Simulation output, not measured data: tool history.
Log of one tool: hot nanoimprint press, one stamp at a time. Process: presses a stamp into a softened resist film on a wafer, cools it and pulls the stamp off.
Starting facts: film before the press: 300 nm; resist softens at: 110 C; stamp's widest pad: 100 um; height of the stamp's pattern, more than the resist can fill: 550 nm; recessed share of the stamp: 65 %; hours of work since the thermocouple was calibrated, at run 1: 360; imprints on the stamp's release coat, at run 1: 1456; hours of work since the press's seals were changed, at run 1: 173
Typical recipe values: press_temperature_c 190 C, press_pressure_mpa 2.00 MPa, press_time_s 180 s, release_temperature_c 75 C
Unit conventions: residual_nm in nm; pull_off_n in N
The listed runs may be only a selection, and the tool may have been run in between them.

run	hour	press_temperature_c	press_pressure_mpa	press_time_s	release_temperature_c	hours of work since the thermocouple was calibrated	imprints on the stamp's release coat	hours of work since the press's seals were changed	residual_nm	pull_off_n
1	0.0	190	2.00	180	75	360	1456	173	175.6	172
2	5.6	190	2.00	180	75	364	1470	177	176.0	174
3	11.4	190	2.00	180	63	368	1484	181	176.3	205
4	18.9	190	2.00	180	63	374	1503	186	176.3	204
5	24.6	198	2.00	180	75	377	1517	190	134.1	165
6	29.0	198	2.00	180	75	381	1528	193	134.0	168
7	37.8	198	2.00	180	75	387	1550	199	134.0	171
8	45.2	198	2.00	180	75	392	1568	204	134.3	164
9	50.5	198	2.00	180	75	395	1581	208	134.4	168
10	55.5	198	2.00	180	75	399	1594	212	134.2	162
11	62.9	190	2.00	180	77	404	1612	217	176.2	163
12	67.1	190	2.00	180	77	407	1622	220	176.0	157
# hour 74.2: stamp cleaned and given a new release coat
13	82.6	190	2.00	175	77	413	21	226	177.1	156
14	89.2	190	2.73	180	75	418	37	231	153.5	162
15	97.8	190	2.73	180	75	424	58	237	153.3	167
16	105.0	190	2.73	180	75	429	76	242	153.1	166
17	110.9	190	2.73	180	75	433	91	246	153.4	161
18	115.6	190	3.04	180	79	436	103	249	145.7	154
19	120.7	190	2.00	106	68	440	115	252	203.6	191
20	125.6	190	2.00	106	68	443	127	256	203.8	191
21	134.6	191	2.00	180	73	449	150	262	170.4	170
22	141.7	191	2.00	180	73	454	167	267	170.5	172
23	145.8	200	3.15	180	75	457	177	270	98.2	170
24	149.9	200	3.02	180	75	460	188	273	100.6	162
25	158.4	191	2.86	313	76	466	209	279	118.2	166
26	167.1	193	1.39	102	66	472	230	285	215.7	192
27	173.6	189	1.39	99	66	476	246	289	236.4	192
28	181.5	189	1.39	99	66	482	266	295	236.2	198
29	190.3	194	1.39	99	66	488	288	301	211.6	191
30	198.8	194	1.39	99	66	494	309	306	211.8	189
31	203.5	194	1.39	99	66	497	320	310	211.7	196

Branching from run 31: 3 alternative next runs. What would each branch give?
# hour 208.6: plate thermocouple calibrated
A	210.4	190	2.00	158	75	1	330	312	?	?
# hour 208.6: plate thermocouple calibrated
B	210.4	190	1.89	350	75	1	330	312	?	?
# hour 208.6: plate thermocouple calibrated
C	210.4	200	1.39	138	66	1	330	312	?	?

run	residual_nm	pull_off_n
A	182.6	161
B	146.1	163
C	163.4	197
Take away the tool's hidden state, keep each run's random variation, and the runs would have read:
run	residual_nm	pull_off_n
A	182.5	160
B	146.0	162
C	163.3	197
